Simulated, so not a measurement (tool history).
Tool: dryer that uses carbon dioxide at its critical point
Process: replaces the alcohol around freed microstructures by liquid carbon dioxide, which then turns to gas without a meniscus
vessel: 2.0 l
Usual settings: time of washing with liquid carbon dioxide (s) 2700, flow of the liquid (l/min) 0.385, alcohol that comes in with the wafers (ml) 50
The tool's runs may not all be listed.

run	hour	time of washing with liquid carbon dioxide (s)	flow of the liquid (l/min)	alcohol that comes in with the wafers (ml)	alcohol left in the vessel before it's heated (ppm by volume)
1	0.0	2700	0.385	50	42
2	54.9	2700	0.385	118	62
3	105.7	2700	0.385	118	79
4	167.1	2700	0.385	31	54
5	226.7	2700	0.385	31	58
6	286.5	2700	0.613	50	47
7	331.4	2700	0.613	50	57
8	378.9	1740	0.613	50	79
9	420.7	2700	0.385	50	81
10	471.7	2700	0.367	50	102
11	517.7	2700	0.385	50	101
12	552.0	2700	0.385	50	108
13	586.3	2700	0.385	50	102
14	618.4	2700	0.385	50	118
15	668.2	2700	0.385	50	114
16	701.5	2700	0.385	50	114
17	747.0	2700	0.385	50	133
18	780.7	1980	0.609	89	107
# hour 810.5: inlet filter changed
19	836.8	1740	0.596	40	115
20	895.5	3720	0.471	27	114
21	943.5	3180	0.573	21	123
22	1002.7	2460	0.489	29	129
23	1027.8	2460	0.489	29	131
24	1083.4	2460	0.489	29	135

5 ways to go on from here, each from the tool as it stands after run 24. What would each give?
A	1123.8	2700	0.385	52	?
B	1123.8	3840	0.489	29	?
C	1123.8	2700	0.410	50	?
D	1123.8	1680	0.542	66	?
E	1123.8	2460	0.254	29	?

run	alcohol left in the vessel before it's heated (ppm by volume)
A	156
B	153
C	151
D	182
E	290
Without the tool's hidden state the same runs would have given:
run	alcohol left in the vessel before it's heated (ppm by volume)
A	19
B	14
C	17
D	36
E	136
